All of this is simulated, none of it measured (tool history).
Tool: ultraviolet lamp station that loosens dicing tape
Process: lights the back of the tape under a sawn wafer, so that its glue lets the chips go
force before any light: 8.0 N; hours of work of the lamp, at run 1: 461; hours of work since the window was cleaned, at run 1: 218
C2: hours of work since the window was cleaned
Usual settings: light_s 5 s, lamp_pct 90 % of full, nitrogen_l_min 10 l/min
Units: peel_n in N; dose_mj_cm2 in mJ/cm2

{"run": 1, "hour": 0.0, "light_s": 5, "lamp_pct": 90, "nitrogen_l_min": 10, "hours of work of the lamp": 461, "C2": 218, "peel_n": 0.986, "dose_mj_cm2": 539}
{"run": 2, "hour": 38.5, "light_s": 5, "lamp_pct": 90, "nitrogen_l_min": 10, "hours of work of the lamp": 491, "C2": 248, "peel_n": 1.026, "dose_mj_cm2": 527}
{"run": 3, "hour": 68.3, "light_s": 9, "lamp_pct": 90, "nitrogen_l_min": 10, "hours of work of the lamp": 515, "C2": 272, "peel_n": 0.314, "dose_mj_cm2": 944}
{"run": 4, "hour": 97.7, "light_s": 9, "lamp_pct": 86, "nitrogen_l_min": 10, "hours of work of the lamp": 538, "C2": 295, "peel_n": 0.344, "dose_mj_cm2": 894}
{"run": 5, "hour": 118.6, "light_s": 9, "lamp_pct": 86, "nitrogen_l_min": 10, "hours of work of the lamp": 554, "C2": 311, "peel_n": 0.349, "dose_mj_cm2": 889}
{"run": 6, "hour": 152.1, "light_s": 5, "lamp_pct": 90, "nitrogen_l_min": 10, "hours of work of the lamp": 580, "C2": 337, "peel_n": 1.137, "dose_mj_cm2": 512}
{"run": 7, "hour": 179.5, "light_s": 5, "lamp_pct": 90, "nitrogen_l_min": 10, "hours of work of the lamp": 602, "C2": 359, "peel_n": 1.099, "dose_mj_cm2": 508}
{"run": 8, "hour": 201.2, "light_s": 5, "lamp_pct": 90, "nitrogen_l_min": 10, "hours of work of the lamp": 619, "C2": 376, "peel_n": 1.152, "dose_mj_cm2": 508}
{"run": 9, "hour": 241.8, "light_s": 5, "lamp_pct": 90, "nitrogen_l_min": 10, "hours of work of the lamp": 651, "C2": 408, "peel_n": 1.126, "dose_mj_cm2": 502}
{"run": 10, "hour": 278.7, "light_s": 3, "lamp_pct": 90, "nitrogen_l_min": 10, "hours of work of the lamp": 680, "C2": 437, "peel_n": 2.455, "dose_mj_cm2": 291}
{"run": 11, "hour": 303.2, "light_s": 5, "lamp_pct": 90, "nitrogen_l_min": 10, "hours of work of the lamp": 699, "C2": 456, "peel_n": 1.172, "dose_mj_cm2": 493}
{"run": 12, "hour": 322.0, "light_s": 5, "lamp_pct": 90, "nitrogen_l_min": 10, "hours of work of the lamp": 714, "C2": 471, "peel_n": 1.189, "dose_mj_cm2": 484}
{"run": 13, "hour": 342.8, "light_s": 5, "lamp_pct": 90, "nitrogen_l_min": 10, "hours of work of the lamp": 730, "C2": 487, "peel_n": 1.254, "dose_mj_cm2": 489}
{"run": 14, "hour": 373.0, "light_s": 5, "lamp_pct": 90, "nitrogen_l_min": 10, "hours of work of the lamp": 754, "C2": 511, "peel_n": 1.241, "dose_mj_cm2": 483}
{"run": 15, "hour": 399.9, "light_s": 5, "lamp_pct": 90, "nitrogen_l_min": 10, "hours of work of the lamp": 775, "C2": 532, "peel_n": 1.211, "dose_mj_cm2": 475}
{"run": 16, "hour": 426.1, "light_s": 5, "lamp_pct": 90, "nitrogen_l_min": 10, "hours of work of the lamp": 795, "C2": 552, "peel_n": 1.276, "dose_mj_cm2": 474}
{"run": 17, "hour": 459.3, "light_s": 5, "lamp_pct": 90, "nitrogen_l_min": 10, "hours of work of the lamp": 821, "C2": 578, "peel_n": 1.255, "dose_mj_cm2": 464}
{"run": 18, "hour": 480.9, "light_s": 5, "lamp_pct": 90, "nitrogen_l_min": 10, "hours of work of the lamp": 838, "C2": 595, "peel_n": 1.228, "dose_mj_cm2": 465}
{"run": 19, "hour": 502.8, "light_s": 5, "lamp_pct": 90, "nitrogen_l_min": 10, "hours of work of the lamp": 856, "C2": 613, "peel_n": 1.275, "dose_mj_cm2": 460}
{"run": 20, "hour": 536.7, "light_s": 5, "lamp_pct": 62, "nitrogen_l_min": 10, "hours of work of the lamp": 882, "C2": 639, "peel_n": 2.397, "dose_mj_cm2": 314}
{"run": 21, "hour": 574.1, "light_s": 5, "lamp_pct": 62, "nitrogen_l_min": 10, "hours of work of the lamp": 912, "C2": 669, "peel_n": 2.336, "dose_mj_cm2": 308}
{"hour": 579.6, "done": "window cleaned of glue's vapour"}
{"run": 22, "hour": 594.3, "light_s": 5, "lamp_pct": 62, "nitrogen_l_min": 10, "hours of work of the lamp": 927, "C2": 12, "peel_n": 1.986, "dose_mj_cm2": 352}
{"run": 23, "hour": 618.6, "light_s": 4, "lamp_pct": 90, "nitrogen_l_min": 10, "hours of work of the lamp": 946, "C2": 31, "peel_n": 1.625, "dose_mj_cm2": 407}
{"run": 24, "hour": 635.3, "light_s": 6, "lamp_pct": 90, "nitrogen_l_min": 10, "hours of work of the lamp": 959, "C2": 44, "peel_n": 0.812, "dose_mj_cm2": 610}
{"run": 25, "hour": 670.4, "light_s": 3, "lamp_pct": 67, "nitrogen_l_min": 10, "hours of work of the lamp": 987, "C2": 71, "peel_n": 3.282, "dose_mj_cm2": 229}
{"run": 26, "hour": 709.6, "light_s": 3, "lamp_pct": 67, "nitrogen_l_min": 10, "hours of work of the lamp": 1018, "C2": 102, "peel_n": 3.256, "dose_mj_cm2": 222}
{"run": 27, "hour": 747.8, "light_s": 5, "lamp_pct": 84, "nitrogen_l_min": 7, "hours of work of the lamp": 1048, "C2": 132, "peel_n": 1.648, "dose_mj_cm2": 456}
{"run": 28, "hour": 766.3, "light_s": 2, "lamp_pct": 88, "nitrogen_l_min": 11, "hours of work of the lamp": 1062, "C2": 147, "peel_n": 3.658, "dose_mj_cm2": 193}

Run 29 comes next. What will it give?
{"run": 29, "hour": 793.1, "light_s": 2, "lamp_pct": 88, "nitrogen_l_min": 11, "hours of work of the lamp": 1083, "C2": 168, "peel_n": "?", "dose_mj_cm2": "?"}

peel_n: 3.627 N
dose_mj_cm2: 192 mJ/cm2
Without the tool's hidden state the same run would have given peel_n 2.987 N, dose_mj_cm2 240 mJ/cm2.
